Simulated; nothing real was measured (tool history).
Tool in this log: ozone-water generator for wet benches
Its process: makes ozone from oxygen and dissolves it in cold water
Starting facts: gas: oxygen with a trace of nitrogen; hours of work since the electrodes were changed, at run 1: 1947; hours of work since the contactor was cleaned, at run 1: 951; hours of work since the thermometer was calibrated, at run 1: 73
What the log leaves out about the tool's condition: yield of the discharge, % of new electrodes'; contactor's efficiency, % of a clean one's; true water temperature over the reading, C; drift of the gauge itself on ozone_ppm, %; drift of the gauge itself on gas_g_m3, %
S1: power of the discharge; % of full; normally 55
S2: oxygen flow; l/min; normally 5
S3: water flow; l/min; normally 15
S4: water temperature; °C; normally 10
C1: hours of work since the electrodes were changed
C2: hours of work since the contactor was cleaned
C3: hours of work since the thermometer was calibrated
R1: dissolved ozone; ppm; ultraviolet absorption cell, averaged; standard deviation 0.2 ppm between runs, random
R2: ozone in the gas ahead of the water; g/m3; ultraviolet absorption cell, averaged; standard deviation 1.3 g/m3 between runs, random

{"run": 1, "hour": 0.0, "S1": 55, "S2": 5, "S3": 15, "S4": 10, "C1": 1947, "C2": 951, "C3": 73, "R1": 28.1, "R2": 227}
{"run": 2, "hour": 184.6, "S1": 55, "S2": 4.38, "S3": 15, "S4": 10, "C1": 2126, "C2": 1130, "C3": 253, "R1": 28.2, "R2": 244.9}
{"run": 3, "hour": 338.4, "S1": 55, "S2": 5, "S3": 15, "S4": 10, "C1": 2275, "C2": 1280, "C3": 402, "R1": 27.7, "R2": 224.2}
{"run": 4, "hour": 459.5, "S1": 55, "S2": 5, "S3": 15, "S4": 10, "C1": 2393, "C2": 1397, "C3": 520, "R1": 27.7, "R2": 224}
{"run": 5, "hour": 596.7, "S1": 55, "S2": 5, "S3": 15, "S4": 6, "C1": 2526, "C2": 1530, "C3": 653, "R1": 28.8, "R2": 222.4}
{"run": 6, "hour": 745.5, "S1": 55, "S2": 5, "S3": 15, "S4": 6, "C1": 2671, "C2": 1675, "C3": 798, "R1": 29, "R2": 224.2}
{"run": 7, "hour": 939.4, "S1": 55, "S2": 5, "S3": 11, "S4": 10, "C1": 2859, "C2": 1863, "C3": 986, "R1": 34, "R2": 223.8}
{"run": 8, "hour": 1168.6, "S1": 55, "S2": 5, "S3": 11, "S4": 10, "C1": 3082, "C2": 2086, "C3": 1209, "R1": 33.3, "R2": 222.9}
{"run": 9, "hour": 1270.2, "S1": 55, "S2": 5, "S3": 11, "S4": 10, "C1": 3181, "C2": 2185, "C3": 1307, "R1": 32.9, "R2": 221}
{"run": 10, "hour": 1367.1, "S1": 55, "S2": 5, "S3": 11, "S4": 10, "C1": 3275, "C2": 2279, "C3": 1401, "R1": 33.5, "R2": 219.1}
{"hour": 1389.4, "done": "contactor cleaned"}
{"run": 11, "hour": 1590.2, "S1": 55, "S2": 5, "S3": 11, "S4": 10, "C1": 3488, "C2": 195, "C3": 1614, "R1": 32.8, "R2": 220.6}
{"run": 12, "hour": 1716.4, "S1": 55, "S2": 5, "S3": 11, "S4": 10, "C1": 3610, "C2": 318, "C3": 1737, "R1": 32.8, "R2": 216.4}
{"run": 13, "hour": 1940.1, "S1": 83, "S2": 8.79, "S3": 15, "S4": 14, "C1": 3828, "C2": 535, "C3": 1954, "R1": 27.4, "R2": 187.2}
{"run": 14, "hour": 2055.4, "S1": 81, "S2": 7.31, "S3": 16, "S4": 17, "C1": 3940, "C2": 647, "C3": 2066, "R1": 25.2, "R2": 207.3}
{"run": 15, "hour": 2167.2, "S1": 58, "S2": 6.17, "S3": 15, "S4": 10, "C1": 4048, "C2": 756, "C3": 2175, "R1": 25.9, "R2": 195.6}
{"hour": 2301.6, "done": "contactor cleaned, once more"}
{"run": 16, "hour": 2301.6, "S1": 55, "S2": 3.45, "S3": 15, "S4": 12, "C1": 4175, "C2": 0, "C3": 2302, "R1": 25.9, "R2": 271.3}
{"run": 17, "hour": 2490.7, "S1": 55, "S2": 3.45, "S3": 15, "S4": 12, "C1": 4359, "C2": 184, "C3": 2485, "R1": 25.9, "R2": 266.7}
{"run": 18, "hour": 2694.8, "S1": 55, "S2": 3.45, "S3": 15, "S4": 12, "C1": 4557, "C2": 382, "C3": 2684, "R1": 25.7, "R2": 266}
{"hour": 2804.7, "done": "water thermometer calibrated"}
{"run": 19, "hour": 2901.9, "S1": 47, "S2": 3.45, "S3": 15, "S4": 16, "C1": 4758, "C2": 583, "C3": 95, "R1": 22.7, "R2": 245.8}
{"run": 20, "hour": 3041.0, "S1": 43, "S2": 2.59, "S3": 19, "S4": 18, "C1": 4893, "C2": 718, "C3": 230, "R1": 16.9, "R2": 281}
{"run": 21, "hour": 3203.6, "S1": 43, "S2": 2.59, "S3": 19, "S4": 18, "C1": 5051, "C2": 876, "C3": 388, "R1": 17, "R2": 278.9}
{"run": 22, "hour": 3327.5, "S1": 69, "S2": 2.59, "S3": 19, "S4": 18, "C1": 5171, "C2": 996, "C3": 508, "R1": 20.7, "R2": 350.9}

Consider 3 possible next runs. They are alternatives, not a sequence: every one starts from the tool as it was left by run 22. What does each give?
{"run": "A", "hour": 3540.0, "S1": 81, "S2": 3.65, "S3": 9, "S4": 10, "C1": 5377, "C2": 1203, "C3": 714, "R1": "?", "R2": "?"}
{"run": "B", "hour": 3540.0, "S1": 51, "S2": 2.59, "S3": 22, "S4": 6, "C1": 5377, "C2": 1203, "C3": 714, "R1": "?", "R2": "?"}
{"run": "C", "hour": 3540.0, "S1": 41, "S2": 5, "S3": 10, "S4": 10, "C1": 5377, "C2": 1203, "C3": 714, "R1": "?", "R2": "?"}

run=A R1=45.5 R2=303.7
run=B R1=17.5 R2=300.2
run=C R1=29.8 R2=184.8
Take away the tool's hidden state, keep each run's random variation, and the runs would have read:
run=A R1=53.6 R2=351.2
run=B R1=20.1 R2=336.5
run=C R1=33.5 R2=204
